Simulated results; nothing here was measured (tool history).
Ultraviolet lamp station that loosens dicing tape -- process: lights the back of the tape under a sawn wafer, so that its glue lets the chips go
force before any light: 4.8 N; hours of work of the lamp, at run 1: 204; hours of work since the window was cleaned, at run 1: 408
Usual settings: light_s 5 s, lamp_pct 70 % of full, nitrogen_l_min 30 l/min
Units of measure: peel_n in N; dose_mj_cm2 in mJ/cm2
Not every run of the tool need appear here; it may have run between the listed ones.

run,hour,light_s,lamp_pct,nitrogen_l_min,hours of work of the lamp,hours of work since the window was cleaned,peel_n,dose_mj_cm2
1,0,5,70,30,204,408,0.384,203
2,30.1,5,70,30,217,421,0.398,204
3,59.8,5,70,30,230,434,0.41,205
4,103.1,5,99,30,248,452,0.181,285
5,124.5,5,99,30,258,462,0.18,286
6,172.3,5,99,30,278,482,0.196,281
7,205.5,5,99,30,292,496,0.203,278
8,249.4,5,99,30,311,515,0.212,271
# hour 279.5: window cleaned of glue's vapour
9,290.9,5,99,30,329,5,0.186,296
10,326,5,99,30,344,20,0.185,288
11,358,5,99,30,358,34,0.186,289
12,392.1,5,70,30,372,48,0.408,204
13,419.6,5,62,30,384,60,0.538,176
14,461.9,5,62,30,402,78,0.55,177
15,500.6,5,62,30,419,95,0.57,176
16,546.8,5,62,30,438,115,0.564,170
17,575.9,5,71,30,451,127,0.426,194
18,605,6,71,36,463,140,0.245,238
19,644.9,10,83,28,481,157,0.09,451
20,676.3,4,90,17,494,170,0.724,194
21,696.6,5,62,30,503,179,0.611,167
22,725.2,5,62,30,515,191,0.613,167
23,766.5,5,62,24,533,209,0.741,165
24,791.4,5,81,30,543,220,0.358,216
25,819.6,5,81,30,556,232,0.381,210
26,854.3,4,69,30,570,247,0.813,140
27,880.8,4,69,11,582,258,1.547,140
28,926.2,5,75,32,601,277,0.45,193
29,971.9,5,75,32,621,297,0.476,190
30,1008.6,6,75,24,637,313,0.401,226
31,1052.4,3,75,24,655,332,1.363,111
32,1085.4,6,64,50,670,346,0.315,190
33,1109,3,64,13,680,356,2.109,94
34,1141.8,3,64,13,694,370,2.124,95

Predict each of these 4 candidate next runs independently; none follows another, all start after run 34:
A,1177.7,4,64,21,709,385,?,?
B,1177.7,7,70,17,709,385,?,?
C,1177.7,8,64,13,709,385,?,?
D,1177.7,5,64,13,709,385,?,?

run,peel_n,dose_mj_cm2
A,1.276,123
B,0.49,235
C,0.594,244
D,1.211,152
Had the tool no hidden state, the same runs would have come out as:
run,peel_n,dose_mj_cm2
A,0.752,174
B,0.226,332
C,0.282,346
D,0.71,215
